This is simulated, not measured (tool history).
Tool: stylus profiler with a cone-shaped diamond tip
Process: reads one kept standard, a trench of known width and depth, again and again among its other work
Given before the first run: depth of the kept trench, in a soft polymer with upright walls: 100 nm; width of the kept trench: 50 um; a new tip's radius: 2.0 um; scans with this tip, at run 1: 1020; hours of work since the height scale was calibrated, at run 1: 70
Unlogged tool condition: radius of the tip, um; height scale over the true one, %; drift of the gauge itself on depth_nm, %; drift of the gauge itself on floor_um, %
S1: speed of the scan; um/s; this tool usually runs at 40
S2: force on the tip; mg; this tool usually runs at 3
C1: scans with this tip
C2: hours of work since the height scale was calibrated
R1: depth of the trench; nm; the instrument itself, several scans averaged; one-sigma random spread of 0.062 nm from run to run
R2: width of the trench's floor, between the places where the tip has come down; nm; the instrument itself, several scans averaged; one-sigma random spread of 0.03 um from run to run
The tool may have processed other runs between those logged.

run	day	S1	S2	C1	C2	R1	R2
1	0	40	3	1020	70	101.69	48690
2	1.854	111	3	1353	92	101.57	48520
3	2.7	111	3	1506	103	101.79	48490
4	4.446	12	3	1819	124	101.58	48680
5	5.571	40	1.18	2021	138	100.72	48590
6	6.488	13	3	2186	149	101.65	48650
7	8.417	40	3.15	2533	173	101.67	48600
8	9.846	40	3.17	2790	191	101.65	48620
9	10.892	40	3.17	2978	203	101.67	48630
10	12.842	40	3.17	3329	227	101.66	48570
11	14.788	40	3.17	3679	251	101.73	48650
12	16.504	49	1.78	3987	272	101.2	48540
13	18.042	121	6.75	4264	291	102.95	48520
14	19.221	74	5.14	4476	306	102.3	48520
15	20.508	150	3	4707	321	101.55	48360

4 options for the next run, each taken on its own from the tool as it stands now. Forecast them:
A	21.425	11	8.51	4872	333	?	?
B	21.425	10	3	4872	333	?	?
C	21.425	89	3	4872	333	?	?
D	21.425	29	3	4872	333	?	?

run	R1	R2
A	103.33	48640
B	101.61	48680
C	101.55	48510
D	101.54	48580
Take away the tool's hidden state, keep each run's random variation, and the runs would have read:
run	R1	R2
A	103.53	48750
B	101.81	48790
C	101.74	48620
D	101.73	48690
